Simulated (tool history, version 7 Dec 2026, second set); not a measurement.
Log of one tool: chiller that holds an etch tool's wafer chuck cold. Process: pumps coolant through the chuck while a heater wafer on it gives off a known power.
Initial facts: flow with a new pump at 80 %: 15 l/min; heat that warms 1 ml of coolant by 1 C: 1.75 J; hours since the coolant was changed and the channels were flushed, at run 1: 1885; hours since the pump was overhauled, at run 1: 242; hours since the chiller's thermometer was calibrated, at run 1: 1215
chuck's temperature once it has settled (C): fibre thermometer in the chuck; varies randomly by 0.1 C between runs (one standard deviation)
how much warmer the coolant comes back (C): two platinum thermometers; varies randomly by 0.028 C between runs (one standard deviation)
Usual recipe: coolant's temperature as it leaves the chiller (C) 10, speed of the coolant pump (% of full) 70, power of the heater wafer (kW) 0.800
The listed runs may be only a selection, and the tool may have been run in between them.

run    hour  coolant's temperature as it leaves the chiller (C)  speed of the coolant pump (% of full)  power of the heater wafer (kW)  hours since the coolant was changed and the channels were flushed  hours since the pump was overhauled  hours since the chiller's thermometer was calibrated  chuck's temperature once it has settled (C)  how much warmer the coolant comes back (C)
  1     0.0                                                  10                                     70                           0.800                                                               1885                                  242                                                  1215                                         19.0                                        2.10
  2    60.4                                                  10                                     70                           0.800                                                               1946                                  302                                                  1275                                         19.1                                        2.08
  3   118.7                                                  10                                     70                           0.800                                                               2004                                  360                                                  1333                                         19.0                                        2.10
  4   165.4                                                  10                                     70                           0.800                                                               2051                                  407                                                  1380                                         19.0                                        2.11
  5   194.2                                                  10                                     75                           0.800                                                               2080                                  436                                                  1409                                         18.7                                        1.92
  6   237.0                                                  10                                     70                           1.116                                                               2122                                  479                                                  1452                                         22.7                                        2.94
  7   273.3                                                  10                                     70                           1.116                                                               2159                                  515                                                  1488                                         22.6                                        2.92
  8   306.0                                                  10                                     70                           1.116                                                               2191                                  548                                                  1521                                         22.9                                        2.89
  9   361.5                                                  10                                     70                           1.116                                                               2247                                  603                                                  1576                                         23.1                                        2.98
 10   397.5                                                  10                                     70                           1.116                                                               2283                                  639                                                  1612                                         23.1                                        2.96
 11   440.9                                                  10                                     70                           1.116                                                               2326                                  683                                                  1656                                         23.2                                        2.96
 12   491.8                                                  18                                     70                           0.800                                                               2377                                  733                                                  1707                                         27.3                                        2.09
 13   525.7                                                  18                                     70                           0.800                                                               2411                                  767                                                  1740                                         27.4                                        2.11
 14   578.9                                                  11                                     70                           0.800                                                               2464                                  821                                                  1794                                         20.2                                        2.12
 15   613.0                                                  11                                     70                           0.800                                                               2498                                  855                                                  1828                                         20.4                                        2.17
 16   642.9                                                  10                                     70                           0.800                                                               2528                                  885                                                  1858                                         19.6                                        2.21
 17   680.7                                                  10                                     70                           0.414                                                               2566                                  922                                                  1895                                         14.9                                        1.10
 18   724.4                                                   0                                     70                           0.621                                                               2610                                  966                                                  1939                                          7.4                                        1.64
 19   762.3                                                   3                                     96                           0.547                                                               2648                                 1004                                                  1977                                          8.0                                        1.03
 20   816.6                                                   4                                     99                           0.427                                                               2702                                 1058                                                  2031                                          7.9                                        0.76
 21   857.2                                                   5                                     65                           0.409                                                               2742                                 1099                                                  2072                                         10.1                                        1.18
 22   906.8                                                   6                                     70                           1.078                                                               2792                                 1148                                                  2122                                         19.0                                        2.87
 23   945.1                                                  17                                     84                           0.817                                                               2830                                 1187                                                  2160                                         25.5                                        1.80
 24   986.6                                                  17                                     84                           0.817                                                               2872                                 1228                                                  2201                                         25.7                                        1.84
 25  1024.0                                                   9                                     87                           0.443                                                               2909                                 1266                                                  2239                                         13.4                                        0.92
     1044.1  -- chiller's thermometer calibrated
 26  1081.2                                                   2                                     87                           0.670                                                               2965                                 1322                                                    37                                          9.1                                        1.43
 27  1129.4                                                  12                                     74                           0.740                                                               3014                                 1370                                                    85                                         20.6                                        1.92
 28  1175.9                                                   7                                     74                           1.069                                                               3060                                 1417                                                   132                                         19.6                                        2.75
 29  1224.2                                                  10                                     80                           0.964                                                               3108                                 1465                                                   180                                         20.7                                        2.24
 30  1267.4                                                  10                                     97                           0.800                                                               3152                                 1508                                                   223                                         17.9                                        1.53
 31  1322.3                                                  10                                     97                           0.800                                                               3207                                 1563                                                   278                                         17.7                                        1.54

Difference, measured minus no-hidden-state, one row per run. Run-to-run variation is common to both terms; the gauge's own scatter need not be:
Hidden state at play: heat passed by the chuck's channels, % of clean ones'; flow at a given pump speed, % of a new pump's; coolant's true temperature over the reading, C; drift of the gauge itself on chuck_c, C; drift of the gauge itself on warmer_back_c, C.
run  chuck's temperature once it has settled (C)  how much warmer the coolant comes back (C)
  1                                         +0.8                                       -0.01
  2                                         +0.9                                       -0.01
  3                                         +0.9                                       -0.01
  4                                         +0.9                                       +0.00
  5                                         +1.0                                       +0.00
  6                                         +1.4                                       +0.00
  7                                         +1.5                                       +0.01
  8                                         +1.5                                       +0.01
  9                                         +1.5                                       +0.01
 10                                         +1.6                                       +0.01
 11                                         +1.6                                       +0.02
 12                                         +1.2                                       +0.01
 13                                         +1.2                                       +0.01
 14                                         +1.2                                       +0.02
 15                                         +1.3                                       +0.02
 16                                         +1.3                                       +0.02
 17                                         +0.6                                       +0.01
 18                                         +1.0                                       +0.02
 19                                         +0.7                                       +0.01
 20                                         +0.5                                       +0.01
 21                                         +0.7                                       +0.01
 22                                         +1.9                                       +0.05
 23                                         +1.3                                       +0.03
 24                                         +1.3                                       +0.04
 25                                         +0.6                                       +0.01
 26                                         +1.1                                       +0.03
 27                                         +1.4                                       +0.04
 28                                         +2.2                                       +0.07
 29                                         +1.8                                       +0.05
 30                                         +1.4                                       +0.03
 31                                         +1.4                                       +0.04
